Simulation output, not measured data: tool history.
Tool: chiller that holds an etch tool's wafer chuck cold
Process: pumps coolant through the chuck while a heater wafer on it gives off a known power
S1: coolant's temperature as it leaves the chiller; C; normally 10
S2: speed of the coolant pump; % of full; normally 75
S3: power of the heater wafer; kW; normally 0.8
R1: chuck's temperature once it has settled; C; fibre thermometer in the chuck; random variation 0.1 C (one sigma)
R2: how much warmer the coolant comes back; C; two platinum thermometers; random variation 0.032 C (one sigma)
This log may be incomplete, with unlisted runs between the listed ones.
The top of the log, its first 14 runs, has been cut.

{"run": 15, "hour": 945.0, "S1": 10, "S2": 75, "S3": 0.8, "R1": 20, "R2": 3.74}
{"hour": 981.1, "done": "gauge calibrated"}
{"run": 16, "hour": 1010.4, "S1": 10, "S2": 75, "S3": 0.8, "R1": 19.9, "R2": 3.92}
{"run": 17, "hour": 1062.5, "S1": 10, "S2": 84, "S3": 0.533, "R1": 16.1, "R2": 2.31}
{"run": 18, "hour": 1143.0, "S1": 10, "S2": 84, "S3": 0.533, "R1": 16.2, "R2": 2.3}
{"run": 19, "hour": 1231.2, "S1": 14, "S2": 80, "S3": 0.648, "R1": 21.7, "R2": 2.91}
{"run": 20, "hour": 1287.8, "S1": 7, "S2": 75, "S3": 0.79, "R1": 16.7, "R2": 3.86}
{"run": 21, "hour": 1334.7, "S1": 1, "S2": 75, "S3": 0.533, "R1": 7.5, "R2": 2.52}
{"run": 22, "hour": 1376.4, "S1": 10, "S2": 61, "S3": 0.707, "R1": 19.8, "R2": 4.26}
{"run": 23, "hour": 1464.0, "S1": 10, "S2": 78, "S3": 0.93, "R1": 21.3, "R2": 4.28}
{"run": 24, "hour": 1504.2, "S1": 10, "S2": 78, "S3": 0.93, "R1": 21.1, "R2": 4.29}
{"run": 25, "hour": 1593.0, "S1": 7, "S2": 75, "S3": 1.133, "R1": 20.9, "R2": 5.48}
{"run": 26, "hour": 1673.6, "S1": 7, "S2": 65, "S3": 0.815, "R1": 17.8, "R2": 4.5}
{"run": 27, "hour": 1721.5, "S1": 10, "S2": 94, "S3": 0.604, "R1": 16.5, "R2": 2.18}
{"run": 28, "hour": 1791.4, "S1": 10, "S2": 94, "S3": 0.604, "R1": 16.6, "R2": 2.23}
{"run": 29, "hour": 1853.3, "S1": 1, "S2": 77, "S3": 0.714, "R1": 9.9, "R2": 3.2}
{"run": 30, "hour": 1914.2, "S1": 10, "S2": 67, "S3": 0.719, "R1": 19.4, "R2": 3.77}
{"run": 31, "hour": 1983.9, "S1": 19, "S2": 62, "S3": 0.719, "R1": 28.8, "R2": 4.1}
{"run": 32, "hour": 2026.3, "S1": 6, "S2": 81, "S3": 0.661, "R1": 13.9, "R2": 2.86}

4 options for the next run, each taken on its own from the tool as it stands now. Forecast them:
{"run": "A", "hour": 2115.0, "S1": 6, "S2": 69, "S3": 0.753, "R1": "?", "R2": "?"}
{"run": "B", "hour": 2115.0, "S1": 6, "S2": 94, "S3": 0.661, "R1": "?", "R2": "?"}
{"run": "C", "hour": 2115.0, "S1": 11, "S2": 90, "S3": 0.962, "R1": "?", "R2": "?"}
{"run": "D", "hour": 2115.0, "S1": 0, "S2": 75, "S3": 0.8, "R1": "?", "R2": "?"}

run=A R1=15.8 R2=3.83
run=B R1=13.1 R2=2.34
run=C R1=21.7 R2=3.66
run=D R1=9.8 R2=3.76
Without the tool's unlogged condition, the same runs would have read:
run=A R1=15.8 R2=4.07
run=B R1=13.1 R2=2.58
run=C R1=21.7 R2=3.89
run=D R1=9.8 R2=3.99
